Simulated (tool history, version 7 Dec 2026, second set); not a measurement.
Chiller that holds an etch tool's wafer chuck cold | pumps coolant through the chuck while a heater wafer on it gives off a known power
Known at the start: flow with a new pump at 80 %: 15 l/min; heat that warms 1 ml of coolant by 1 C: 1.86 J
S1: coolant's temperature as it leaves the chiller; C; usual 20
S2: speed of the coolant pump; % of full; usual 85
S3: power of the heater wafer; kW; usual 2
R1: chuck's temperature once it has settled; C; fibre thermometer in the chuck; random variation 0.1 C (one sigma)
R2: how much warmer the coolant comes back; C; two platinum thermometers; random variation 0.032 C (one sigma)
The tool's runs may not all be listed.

Run 1, hour 0: usual settings. Result: R1 37.5 C, R2 4.32 C.
Run 2, hour 83.8: usual settings but S1 11 C. Result: R1 28.5 C, R2 4.28 C.
Run 3, hour 203.2: usual settings but S1 11 C. Result: R1 28.5 C, R2 4.38 C.
Run 4, hour 355.3: usual settings but S2 90 % of full. Result: R1 36.9 C, R2 4.09 C.
Run 5, hour 443.9: usual settings but S2 90 % of full. Result: R1 37 C, R2 4.03 C.
Run 6, hour 522.4: usual settings. Result: R1 37.8 C, R2 4.33 C.
Run 7, hour 633.6: usual settings. Result: R1 38 C, R2 4.38 C.
Run 8, hour 748.5: usual settings. Result: R1 38.1 C, R2 4.39 C.
Run 9, hour 895.8: usual settings. Result: R1 38.2 C, R2 4.38 C.
Run 10, hour 1030.2: usual settings. Result: R1 38.4 C, R2 4.39 C.
Run 11, hour 1202.2: usual settings. Result: R1 38.6 C, R2 4.41 C.
Run 12, hour 1357.5: usual settings. Result: R1 38.7 C, R2 4.37 C.
Run 13, hour 1483.7: usual settings but S3 1.678 kW. Result: R1 35.8 C, R2 3.71 C.
Run 14, hour 1663: usual settings but S3 1.454 kW. Result: R1 33.6 C, R2 3.25 C.
Run 15, hour 1771.9: usual settings but S3 1.454 kW. Result: R1 34.6 C, R2 3.23 C.
Run 16, hour 1882.4: usual settings but S1 16 C, S2 75 % of full. Result: R1 38.3 C, R2 5.09 C.
Run 17, hour 2028.9: usual settings but S1 16 C, S2 75 % of full. Result: R1 38.5 C, R2 5.16 C.
Run 18, hour 2180: usual settings but S1 16 C, S2 75 % of full. Result: R1 38.8 C, R2 5.22 C.
Run 19, hour 2312.7: usual settings but S1 16 C, S2 75 % of full. Result: R1 38.8 C, R2 5.16 C.
Run 20, hour 2455.7: usual settings but S1 19 C, S2 74 % of full. Result: R1 42.2 C, R2 5.28 C.
Run 21, hour 2615.4: usual settings but S1 19 C, S2 88 % of full. Result: R1 39.4 C, R2 4.32 C.
Run 22, hour 2732.8: usual settings but S2 72 % of full, S3 2.397 kW. Result: R1 49 C, R2 6.53 C.
Run 23, hour 2853.9: usual settings but S1 13 C. Result: R1 34.5 C, R2 4.56 C.
Run 24, hour 3036.5: usual settings but S1 16 C, S2 89 % of full, S3 1.131 kW. Result: R1 24.8 C, R2 2.46 C.
Run 25, hour 3169.4: usual settings but S1 16 C, S2 89 % of full, S3 1.131 kW. Result: R1 25.1 C, R2 2.48 C.
Run 26, hour 3283.1: usual settings but S1 18 C, S2 75 % of full, S3 2.862 kW. Result: R1 44.7 C, R2 7.49 C.
Run 27, hour 3393.2: usual settings but S1 18 C, S2 75 % of full, S3 2.181 kW. Result: R1 38.2 C, R2 5.74 C.
Run 28, hour 3535.8: usual settings but S1 18 C, S2 75 % of full, S3 2.21 kW. Result: R1 38.6 C, R2 5.82 C.
Run 29, hour 3630: usual settings but S1 15 C, S3 2.061 kW. Result: R1 32.4 C, R2 4.75 C.

Taken out of this log: 2 entries between the listed runs. Where each belongs, and how the hidden state differs across it:
Between runs 14 and 15: chiller's thermometer calibrated (hour 1771.9)
  heat passed by the chuck's channels, % of clean ones': 78.9 -> 78.4; flow at a given pump speed, % of a new pump's: 90.4 -> 90.3; coolant's true temperature over the reading, C: -0.99 -> -0.05
  measured less the result without the state, R1: +2.6 -> +3.7 C; R2: +0.31 -> +0.31 C
Between runs 23 and 24: coolant changed, channels flushed (hour 2926.1)
  heat passed by the chuck's channels, % of clean ones': 74.2 -> 98.9; flow at a given pump speed, % of a new pump's: 88.3 -> 87.9; coolant's true temperature over the reading, C: -0.24 -> -0.27
  measured less the result without the state, R1: +6.2 -> +0.7 C; R2: +0.54 -> +0.3 C

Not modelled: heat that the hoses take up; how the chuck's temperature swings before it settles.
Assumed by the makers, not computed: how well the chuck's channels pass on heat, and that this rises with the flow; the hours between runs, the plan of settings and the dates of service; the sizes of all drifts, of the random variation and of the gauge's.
